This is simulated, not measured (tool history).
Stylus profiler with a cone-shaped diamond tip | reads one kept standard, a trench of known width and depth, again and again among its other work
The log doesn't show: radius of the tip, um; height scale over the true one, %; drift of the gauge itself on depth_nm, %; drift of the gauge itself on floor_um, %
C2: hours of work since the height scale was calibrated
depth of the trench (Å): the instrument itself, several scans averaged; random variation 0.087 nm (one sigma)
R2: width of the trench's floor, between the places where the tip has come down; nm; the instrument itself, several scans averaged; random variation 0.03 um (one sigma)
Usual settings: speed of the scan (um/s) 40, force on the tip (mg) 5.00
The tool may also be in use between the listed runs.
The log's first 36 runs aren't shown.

{"run": 37, "day": 30.029, "speed of the scan (um/s)": 17, "force on the tip (mg)": 6.83, "scans with this tip": 4781, "C2": 66, "depth of the trench (Å)": 1019.2, "R2": 97810}
{"run": 38, "day": 30.538, "speed of the scan (um/s)": 114, "force on the tip (mg)": 2.87, "scans with this tip": 4835, "C2": 73, "depth of the trench (Å)": 1011.7, "R2": 97500}
{"run": 39, "day": 31.217, "speed of the scan (um/s)": 114, "force on the tip (mg)": 2.87, "scans with this tip": 4907, "C2": 82, "depth of the trench (Å)": 1010.9, "R2": 97580}
{"run": 40, "day": 32.288, "speed of the scan (um/s)": 62, "force on the tip (mg)": 2.6, "scans with this tip": 5022, "C2": 96, "depth of the trench (Å)": 1010.0, "R2": 97700}
{"run": 41, "day": 33.212, "speed of the scan (um/s)": 113, "force on the tip (mg)": 1.78, "scans with this tip": 5120, "C2": 109, "depth of the trench (Å)": 1007.3, "R2": 97450}
{"run": 42, "day": 34.083, "speed of the scan (um/s)": 140, "force on the tip (mg)": 5.21, "scans with this tip": 5213, "C2": 120, "depth of the trench (Å)": 1015.6, "R2": 97570}
{"run": 43, "day": 34.642, "speed of the scan (um/s)": 140, "force on the tip (mg)": 5.21, "scans with this tip": 5272, "C2": 128, "depth of the trench (Å)": 1017.3, "R2": 97570}
{"run": 44, "day": 35.842, "speed of the scan (um/s)": 140, "force on the tip (mg)": 5.21, "scans with this tip": 5400, "C2": 144, "depth of the trench (Å)": 1014.5, "R2": 97570}
{"run": 45, "day": 36.671, "speed of the scan (um/s)": 109, "force on the tip (mg)": 5.0, "scans with this tip": 5489, "C2": 155, "depth of the trench (Å)": 1016.2, "R2": 97560}
{"run": 46, "day": 37.542, "speed of the scan (um/s)": 12, "force on the tip (mg)": 4.13, "scans with this tip": 5581, "C2": 167, "depth of the trench (Å)": 1012.9, "R2": 97760}

Forecast each of these 3 alternatives for the next run:
{"run": "A", "day": 38.371, "speed of the scan (um/s)": 115, "force on the tip (mg)": 13.79, "scans with this tip": 5670, "C2": 178, "depth of the trench (Å)": "?", "R2": "?"}
{"run": "B", "day": 38.371, "speed of the scan (um/s)": 58, "force on the tip (mg)": 7.39, "scans with this tip": 5670, "C2": 178, "depth of the trench (Å)": "?", "R2": "?"}
{"run": "C", "day": 38.371, "speed of the scan (um/s)": 65, "force on the tip (mg)": 6.4, "scans with this tip": 5670, "C2": 178, "depth of the trench (Å)": "?", "R2": "?"}

run=A depth_of_the_trench_(Å)=1030.2 R2=97680
run=B depth_of_the_trench_(Å)=1019.9 R2=97730
run=C depth_of_the_trench_(Å)=1020.0 R2=97680
Without the tool's hidden state the same runs would have given:
run=A depth_of_the_trench_(Å)=1031.4 R2=97870
run=B depth_of_the_trench_(Å)=1021.0 R2=97910
run=C depth_of_the_trench_(Å)=1021.1 R2=97870
